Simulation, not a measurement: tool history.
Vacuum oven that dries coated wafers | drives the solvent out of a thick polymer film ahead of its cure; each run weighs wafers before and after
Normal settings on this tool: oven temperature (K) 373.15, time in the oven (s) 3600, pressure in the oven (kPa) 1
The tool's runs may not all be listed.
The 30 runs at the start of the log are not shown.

| run | hour | oven temperature (K) | time in the oven (s) | pressure in the oven (kPa) | solvent left in the film (%) |
|---|---|---|---|---|---|
| 31 | 457 | 384.15 | 3600 | 1.29 | 1.74 |
| 32 | 468.7 | 359.15 | 1920 | 2.6 | 10.79 |
| 33 | 486.2 | 373.15 | 3780 | 2.62 | 5.29 |
| 34 | 504.6 | 382.15 | 3780 | 2.62 | 3.68 |
| 35 | 514.4 | 382.15 | 3780 | 2.62 | 3.62 |
| 36 | 533.3 | 369.15 | 3600 | 2.75 | 6.68 |
| 37 | 553.9 | 369.15 | 3600 | 2.75 | 6.64 |
| 38 | 562.4 | 386.15 | 3600 | 1.62 | 2.03 |
| 39 | 571.2 | 370.15 | 5520 | 1.15 | 2.71 |
| 40 | 588.2 | 387.15 | 3000 | 1.03 | 1.27 |
| 41 | 604.3 | 374.15 | 6360 | 2.58 | 4.71 |
| 42 | 618.9 | 374.15 | 6360 | 2.58 | 4.65 |
| 43 | 632.6 | 383.15 | 2580 | 0.88 | 1.5 |
| 44 | 648.4 | 383.15 | 2580 | 0.88 | 1.44 |
| 45 | 657.3 | 373.15 | 3360 | 1.93 | 4.15 |
| 46 | 677.2 | 373.15 | 3360 | 1.93 | 4.18 |
| 47 | 690.9 | 373.15 | 4440 | 1 | 2.23 |

Forecast each of these 4 alternatives for the next run:
| A | 701.6 | 365.15 | 2580 | 2.13 | ? |
| B | 701.6 | 359.15 | 2700 | 1.08 | ? |
| C | 701.6 | 367.15 | 2280 | 1.53 | ? |
| D | 701.6 | 359.15 | 6120 | 1 | ? |

| run | solvent left in the film (%) |
|---|---|
| A | 7.42 |
| B | 7.01 |
| C | 6.06 |
| D | 4.43 |
Without the tool's hidden state the same runs would have given:
| run | solvent left in the film (%) |
|---|---|
| A | 7.36 |
| B | 6.93 |
| C | 6.01 |
| D | 4.26 |
